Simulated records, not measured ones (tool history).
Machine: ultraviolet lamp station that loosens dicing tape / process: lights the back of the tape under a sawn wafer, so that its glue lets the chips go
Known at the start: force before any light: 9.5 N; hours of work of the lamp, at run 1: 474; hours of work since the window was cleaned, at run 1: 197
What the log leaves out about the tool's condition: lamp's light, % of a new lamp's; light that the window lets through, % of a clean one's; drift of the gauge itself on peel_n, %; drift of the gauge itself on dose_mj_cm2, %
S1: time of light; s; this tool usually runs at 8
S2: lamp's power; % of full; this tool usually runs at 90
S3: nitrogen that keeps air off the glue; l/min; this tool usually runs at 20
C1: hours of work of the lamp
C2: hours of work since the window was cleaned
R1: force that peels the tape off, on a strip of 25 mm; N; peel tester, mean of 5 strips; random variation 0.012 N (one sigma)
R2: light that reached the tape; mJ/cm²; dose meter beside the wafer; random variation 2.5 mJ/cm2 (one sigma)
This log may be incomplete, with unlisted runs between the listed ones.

run,hour,S1,S2,S3,C1,C2,R1,R2
1,0.0,8,90,20,474,197,1.042,207
2,73.9,8,90,20,527,250,1.118,201
3,159.5,8,90,35,587,310,0.901,188
4,224.7,8,79,20,633,356,1.779,155
# hour 263.0: window cleaned of glue's vapour
5,289.0,8,79,29,678,18,1.642,144
6,356.4,7,79,10,726,66,3.724,116
7,403.2,7,90,10,759,99,3.361,125
8,464.5,5,90,20,802,142,3.679,86
9,525.1,11,90,10,845,185,2.228,180
# hour 533.6: window cleaned of glue's vapour, once more
10,605.1,10,93,6,901,50,2.378,214

4 options for the next run, each taken on its own from the tool as it stands now. Forecast them:
# hour 613.7: lamp changed
A,683.8,10,96,23,49,105,?,?
# hour 613.7: lamp changed
B,683.8,6,90,20,49,105,?,?
# hour 613.7: lamp changed
C,683.8,8,90,12,49,105,?,?
# hour 613.7: lamp changed
D,683.8,5,73,20,49,105,?,?

run,R1,R2
A,0.296,360
B,1.178,203
C,0.978,273
D,2.180,138
Had the tool no hidden state, the same runs would have come out as:
run,R1,R2
A,0.260,387
B,1.022,217
C,0.844,293
D,1.964,148
